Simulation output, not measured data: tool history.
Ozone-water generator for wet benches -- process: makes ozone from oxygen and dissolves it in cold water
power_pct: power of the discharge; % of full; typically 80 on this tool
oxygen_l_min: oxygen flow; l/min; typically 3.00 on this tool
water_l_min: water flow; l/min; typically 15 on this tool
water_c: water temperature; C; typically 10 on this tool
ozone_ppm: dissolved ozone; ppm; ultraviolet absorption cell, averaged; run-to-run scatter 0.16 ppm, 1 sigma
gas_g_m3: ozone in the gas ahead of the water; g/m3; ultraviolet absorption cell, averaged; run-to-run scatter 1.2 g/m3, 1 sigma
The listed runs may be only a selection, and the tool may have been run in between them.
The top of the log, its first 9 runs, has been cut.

run 10 day=15.312 | power_pct=80 oxygen_l_min=1.59 water_l_min=15 water_c=10 | ozone_ppm=16.8 gas_g_m3=262.9
run 11 day=17.317 | power_pct=80 oxygen_l_min=1.59 water_l_min=15 water_c=10 | ozone_ppm=17.0 gas_g_m3=262.2
run 12 day=18.438 | power_pct=80 oxygen_l_min=1.59 water_l_min=15 water_c=10 | ozone_ppm=17.0 gas_g_m3=261.4
run 13 day=20.342 | power_pct=80 oxygen_l_min=1.59 water_l_min=15 water_c=10 | ozone_ppm=16.9 gas_g_m3=264.6
run 14 day=21.817 | power_pct=80 oxygen_l_min=3.00 water_l_min=10 water_c=10 | ozone_ppm=30.4 gas_g_m3=210.4
run 15 day=24.296 | power_pct=80 oxygen_l_min=3.00 water_l_min=15 water_c=10 | ozone_ppm=21.9 gas_g_m3=209.9
run 16 day=26.300 | power_pct=80 oxygen_l_min=3.00 water_l_min=15 water_c=11 | ozone_ppm=21.3 gas_g_m3=209.4
run 17 day=28.121 | power_pct=80 oxygen_l_min=3.00 water_l_min=12 water_c=10 | ozone_ppm=26.5 gas_g_m3=210.9
run 18 day=30.725 | power_pct=80 oxygen_l_min=2.99 water_l_min=21 water_c=8 | ozone_ppm=16.1 gas_g_m3=210.1
run 19 day=32.371 | power_pct=68 oxygen_l_min=2.45 water_l_min=15 water_c=16 | ozone_ppm=17.0 gas_g_m3=199.2
run 20 day=34.729 | power_pct=68 oxygen_l_min=2.45 water_l_min=15 water_c=16 | ozone_ppm=16.6 gas_g_m3=196.6
-- day=35.104 water thermometer calibrated
run 21 day=36.475 | power_pct=68 oxygen_l_min=2.45 water_l_min=15 water_c=16 | ozone_ppm=16.8 gas_g_m3=198.4

What does the tool deliver on the next run?
run 22 day=38.108 | power_pct=68 oxygen_l_min=2.45 water_l_min=15 water_c=16 | ozone_ppm=? gas_g_m3=?

Run 22 produced ozone_ppm 16.9 ppm, gas_g_m3 200.1 g/m3.
Take away the tool's hidden state, keep the run-to-run variation as it was, and the same run would have given ozone_ppm 17.0 ppm, gas_g_m3 200.2 g/m3.
